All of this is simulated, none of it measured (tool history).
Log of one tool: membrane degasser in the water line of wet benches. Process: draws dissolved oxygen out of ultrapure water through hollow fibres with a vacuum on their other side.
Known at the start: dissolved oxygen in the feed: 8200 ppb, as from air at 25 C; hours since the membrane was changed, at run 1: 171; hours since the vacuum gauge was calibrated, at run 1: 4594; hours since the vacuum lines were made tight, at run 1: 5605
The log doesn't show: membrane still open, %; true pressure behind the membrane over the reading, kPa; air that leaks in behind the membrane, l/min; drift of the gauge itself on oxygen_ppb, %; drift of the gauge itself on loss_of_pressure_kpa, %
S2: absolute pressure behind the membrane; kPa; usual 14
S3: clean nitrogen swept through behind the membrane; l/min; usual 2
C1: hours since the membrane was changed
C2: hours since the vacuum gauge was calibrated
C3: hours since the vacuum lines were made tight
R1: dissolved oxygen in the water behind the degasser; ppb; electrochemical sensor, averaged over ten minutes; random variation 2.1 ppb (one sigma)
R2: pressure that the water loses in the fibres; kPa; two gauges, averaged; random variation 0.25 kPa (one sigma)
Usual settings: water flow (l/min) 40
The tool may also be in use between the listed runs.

{"run": 1, "hour": 0.0, "water flow (l/min)": 40, "S2": 14, "S3": 2, "C1": 171, "C2": 4594, "C3": 5605, "R1": 508.6, "R2": 67.97}
{"run": 2, "hour": 43.2, "water flow (l/min)": 40, "S2": 14, "S3": 2.5, "C1": 214, "C2": 4637, "C3": 5648, "R1": 422.9, "R2": 67.9}
{"run": 3, "hour": 71.7, "water flow (l/min)": 40, "S2": 14, "S3": 2.5, "C1": 242, "C2": 4665, "C3": 5676, "R1": 422.7, "R2": 68.11}
{"run": 4, "hour": 98.6, "water flow (l/min)": 49, "S2": 14, "S3": 2, "C1": 269, "C2": 4692, "C3": 5703, "R1": 617.9, "R2": 83.38}
{"run": 5, "hour": 144.6, "water flow (l/min)": 49, "S2": 14, "S3": 2, "C1": 315, "C2": 4738, "C3": 5749, "R1": 614.2, "R2": 83.46}
{"run": 6, "hour": 183.1, "water flow (l/min)": 40, "S2": 14, "S3": 2, "C1": 354, "C2": 4777, "C3": 5788, "R1": 501.9, "R2": 67.93}
{"run": 7, "hour": 213.9, "water flow (l/min)": 40, "S2": 14, "S3": 2, "C1": 385, "C2": 4808, "C3": 5819, "R1": 502.2, "R2": 68.3}
{"run": 8, "hour": 258.3, "water flow (l/min)": 40, "S2": 22.8, "S3": 2, "C1": 429, "C2": 4852, "C3": 5863, "R1": 841.8, "R2": 68.77}
{"run": 9, "hour": 290.8, "water flow (l/min)": 40, "S2": 22.8, "S3": 2, "C1": 462, "C2": 4885, "C3": 5896, "R1": 837.4, "R2": 68.13}
{"run": 10, "hour": 319.7, "water flow (l/min)": 57, "S2": 14, "S3": 2, "C1": 490, "C2": 4913, "C3": 5924, "R1": 729.7, "R2": 97.57}
{"run": 11, "hour": 366.0, "water flow (l/min)": 40, "S2": 14, "S3": 2, "C1": 537, "C2": 4960, "C3": 5971, "R1": 506.6, "R2": 68.31}
{"run": 12, "hour": 388.1, "water flow (l/min)": 40, "S2": 14, "S3": 2, "C1": 559, "C2": 4982, "C3": 5993, "R1": 503.8, "R2": 67.8}
{"run": 13, "hour": 431.9, "water flow (l/min)": 40, "S2": 14, "S3": 2, "C1": 603, "C2": 5026, "C3": 6037, "R1": 505.6, "R2": 68.19}
{"run": 14, "hour": 478.9, "water flow (l/min)": 49, "S2": 14, "S3": 2, "C1": 650, "C2": 5073, "C3": 6084, "R1": 619.9, "R2": 83.64}
{"run": 15, "hour": 506.4, "water flow (l/min)": 49, "S2": 14, "S3": 2, "C1": 677, "C2": 5100, "C3": 6111, "R1": 617.3, "R2": 83.73}
{"run": 16, "hour": 533.8, "water flow (l/min)": 49, "S2": 14, "S3": 2, "C1": 705, "C2": 5128, "C3": 6139, "R1": 616.7, "R2": 83.5}
{"run": 17, "hour": 572.3, "water flow (l/min)": 49, "S2": 13.2, "S3": 1.07, "C1": 743, "C2": 5166, "C3": 6177, "R1": 892.3, "R2": 83.66}
{"run": 18, "hour": 605.9, "water flow (l/min)": 49, "S2": 13.2, "S3": 1.07, "C1": 777, "C2": 5200, "C3": 6211, "R1": 890.8, "R2": 83.19}
{"run": 19, "hour": 637.0, "water flow (l/min)": 57, "S2": 14, "S3": 2, "C1": 808, "C2": 5231, "C3": 6242, "R1": 727.5, "R2": 97.55}
{"run": 20, "hour": 665.6, "water flow (l/min)": 34, "S2": 10, "S3": 3.58, "C1": 836, "C2": 5259, "C3": 6270, "R1": 178.2, "R2": 58.01}
{"run": 21, "hour": 702.2, "water flow (l/min)": 48, "S2": 14, "S3": 2, "C1": 873, "C2": 5296, "C3": 6307, "R1": 608.2, "R2": 82.06}
{"run": 22, "hour": 721.3, "water flow (l/min)": 48, "S2": 14, "S3": 2, "C1": 892, "C2": 5315, "C3": 6326, "R1": 610.1, "R2": 81.99}
{"run": 23, "hour": 757.8, "water flow (l/min)": 50, "S2": 23.3, "S3": 5.41, "C1": 929, "C2": 5352, "C3": 6362, "R1": 498.9, "R2": 85.76}
{"run": 24, "hour": 803.5, "water flow (l/min)": 40, "S2": 23.3, "S3": 1.25, "C1": 974, "C2": 5397, "C3": 6408, "R1": 1222.5, "R2": 68.58}
{"run": 25, "hour": 826.1, "water flow (l/min)": 29, "S2": 10.7, "S3": 3.41, "C1": 997, "C2": 5420, "C3": 6431, "R1": 167.7, "R2": 49.77}
{"run": 26, "hour": 851.6, "water flow (l/min)": 40, "S2": 20.8, "S3": 2, "C1": 1022, "C2": 5445, "C3": 6456, "R1": 766, "R2": 68.1}
{"run": 27, "hour": 897.0, "water flow (l/min)": 40, "S2": 14.6, "S3": 2, "C1": 1068, "C2": 5491, "C3": 6502, "R1": 526.7, "R2": 68.24}
{"run": 28, "hour": 917.6, "water flow (l/min)": 58, "S2": 14.6, "S3": 2.04, "C1": 1088, "C2": 5511, "C3": 6522, "R1": 758, "R2": 99.65}
{"run": 29, "hour": 955.7, "water flow (l/min)": 58, "S2": 14.6, "S3": 2.04, "C1": 1126, "C2": 5549, "C3": 6560, "R1": 759.5, "R2": 99.23}
{"run": 30, "hour": 986.7, "water flow (l/min)": 30, "S2": 14, "S3": 0.94, "C1": 1157, "C2": 5580, "C3": 6591, "R1": 695.4, "R2": 51.55}
{"run": 31, "hour": 1008.7, "water flow (l/min)": 52, "S2": 22.8, "S3": 4.01, "C1": 1179, "C2": 5602, "C3": 6613, "R1": 646.5, "R2": 89.38}

Forecast each of these 4 alternatives for the next run:
{"run": "A", "hour": 1039.3, "water flow (l/min)": 50, "S2": 23.2, "S3": 2, "C1": 1210, "C2": 5633, "C3": 6644, "R1": "?", "R2": "?"}
{"run": "B", "hour": 1039.3, "water flow (l/min)": 32, "S2": 22.8, "S3": 4.01, "C1": 1210, "C2": 5633, "C3": 6644, "R1": "?", "R2": "?"}
{"run": "C", "hour": 1039.3, "water flow (l/min)": 40, "S2": 14, "S3": 1.06, "C1": 1210, "C2": 5633, "C3": 6644, "R1": "?", "R2": "?"}
{"run": "D", "hour": 1039.3, "water flow (l/min)": 52, "S2": 22.8, "S3": 5.14, "C1": 1210, "C2": 5633, "C3": 6644, "R1": "?", "R2": "?"}

run=A R1=1047 R2=85.56
run=B R1=382.2 R2=55.1
run=C R1=809.3 R2=68.78
run=D R1=533.6 R2=88.42
Without the tool's hidden state the same runs would have given:
run=A R1=1038.2 R2=84.96
run=B R1=377.4 R2=54.72
run=C R1=800.2 R2=68.29
run=D R1=527.2 R2=87.79

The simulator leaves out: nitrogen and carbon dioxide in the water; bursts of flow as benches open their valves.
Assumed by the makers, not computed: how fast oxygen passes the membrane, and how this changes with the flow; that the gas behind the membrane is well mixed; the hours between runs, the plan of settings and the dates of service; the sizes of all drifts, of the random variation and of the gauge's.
